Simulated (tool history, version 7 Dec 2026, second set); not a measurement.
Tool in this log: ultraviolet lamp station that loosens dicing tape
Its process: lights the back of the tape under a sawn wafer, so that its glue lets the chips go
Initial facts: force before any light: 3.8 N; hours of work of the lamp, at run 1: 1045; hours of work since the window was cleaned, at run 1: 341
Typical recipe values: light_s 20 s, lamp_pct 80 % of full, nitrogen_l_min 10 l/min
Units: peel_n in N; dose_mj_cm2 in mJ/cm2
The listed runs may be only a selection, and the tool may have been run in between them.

run,hour,light_s,lamp_pct,nitrogen_l_min,hours of work of the lamp,hours of work since the window was cleaned,peel_n,dose_mj_cm2
1,0.0,20,80,10,1045,341,0.581,489
2,26.9,20,80,10,1064,361,0.582,485
3,68.1,20,80,10,1094,390,0.578,481
4,102.9,20,80,10,1119,415,0.559,482
5,124.6,20,80,10,1135,431,0.557,480
6,147.3,20,80,10,1151,447,0.582,486
7,176.4,20,80,10,1172,468,0.574,487
# hour 203.3: window cleaned of glue's vapour
8,203.3,20,80,10,1191,0,0.588,482
9,240.8,20,80,10,1218,27,0.567,486
10,281.6,20,80,4,1247,56,0.777,489
11,315.9,20,80,4,1271,81,0.813,483
12,340.2,20,80,4,1289,98,0.803,479
13,385.0,20,80,4,1321,130,0.820,485
14,406.8,20,80,4,1337,146,0.820,479
# hour 428.0: lamp changed
15,438.3,20,88,10,7,168,0.497,526
16,462.6,20,80,20,25,185,0.468,487
17,481.1,20,80,20,38,199,0.460,481
18,511.3,20,80,20,60,220,0.460,490
19,543.0,20,80,20,82,243,0.475,492
20,574.3,20,80,20,105,265,0.457,485
21,615.2,20,80,20,134,295,0.478,491
22,653.0,11,61,20,161,322,1.339,203
23,695.1,11,61,20,192,352,1.401,203
24,726.8,11,61,20,214,375,1.411,204
25,764.7,11,63,4,242,402,1.899,212

Run 26 comes next. What will it give?
26,808.0,28,63,16,273,433,?,?

peel_n: 0.432 N
dose_mj_cm2: 535 mJ/cm2
With no hidden state in the tool, this same run would have given peel_n 0.431 N, dose_mj_cm2 536 mJ/cm2.

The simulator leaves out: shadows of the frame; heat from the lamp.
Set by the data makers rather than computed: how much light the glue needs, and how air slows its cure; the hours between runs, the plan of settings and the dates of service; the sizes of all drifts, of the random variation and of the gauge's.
